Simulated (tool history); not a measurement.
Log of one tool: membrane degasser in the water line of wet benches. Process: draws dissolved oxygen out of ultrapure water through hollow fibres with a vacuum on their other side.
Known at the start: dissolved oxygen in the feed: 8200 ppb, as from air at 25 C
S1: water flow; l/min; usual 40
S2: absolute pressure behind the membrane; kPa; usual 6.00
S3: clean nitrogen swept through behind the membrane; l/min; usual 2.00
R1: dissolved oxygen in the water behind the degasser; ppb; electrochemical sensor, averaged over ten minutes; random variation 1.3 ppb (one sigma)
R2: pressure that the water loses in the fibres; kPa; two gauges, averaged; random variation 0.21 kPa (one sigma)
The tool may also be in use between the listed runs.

run	day	S1	S2	S3	R1	R2
1	0.000	40	6.00	2.00	143.7	52.04
2	2.438	40	6.00	1.86	154.8	52.20
3	4.808	40	6.00	1.86	155.9	52.40
4	6.358	40	6.00	2.00	144.0	51.85
5	8.942	40	6.00	2.00	146.5	52.25
6	12.229	40	6.00	2.00	147.3	52.71
7	15.083	40	6.00	2.00	146.4	52.83
8	16.562	40	6.00	2.00	145.5	52.38
9	19.779	40	7.01	2.00	189.9	51.94
10	22.017	40	6.00	2.00	146.1	52.61
11	24.346	40	5.86	2.00	140.9	52.45
12	27.229	40	6.00	2.00	150.4	52.37
13	30.246	40	6.00	0.83	297.4	52.50
14	32.721	40	6.00	0.83	297.1	52.43
15	34.458	40	6.00	0.83	295.9	52.59
# day 35.154: vacuum gauge calibrated
16	37.467	40	6.00	0.83	308.4	52.85
# day 40.029: vacuum gauge calibrated, once more
17	40.596	40	7.45	2.00	187.5	52.71
18	42.425	26	6.00	5.57	32.2	34.08
19	44.758	32	9.90	5.51	96.8	42.28
20	46.771	38	7.27	1.83	189.8	49.91
21	48.408	49	10.45	2.00	381.7	64.70
22	51.008	49	10.45	2.00	379.7	64.63
# day 53.300: seals of the vacuum lines changed
23	54.029	43	4.32	3.35	38.2	56.51
24	57.179	43	4.32	3.35	38.4	57.13
25	59.542	43	7.84	5.52	90.6	56.63
26	61.804	40	6.00	2.11	120.4	52.86
27	64.825	31	6.00	4.55	46.9	40.79
28	66.950	31	6.65	3.98	66.4	41.43
29	69.204	44	6.00	2.00	141.8	58.22
30	71.838	26	4.66	3.12	30.8	34.31
31	73.467	62	6.00	2.00	197.5	82.00
32	76.679	33	4.74	3.21	40.6	43.60

3 ways to go on from here, each from the tool as it stands after run 32. What would each give?
A	79.612	53	4.47	2.30	?	?
B	79.612	40	6.00	5.72	?	?
C	79.612	52	7.00	1.46	?	?

run	R1	R2
A	75.5	70.57
B	51.9	53.43
C	281.6	69.08
Without the tool's hidden state the same runs would have given:
run	R1	R2
A	69.1	67.40
B	49.5	51.03
C	273.9	65.98
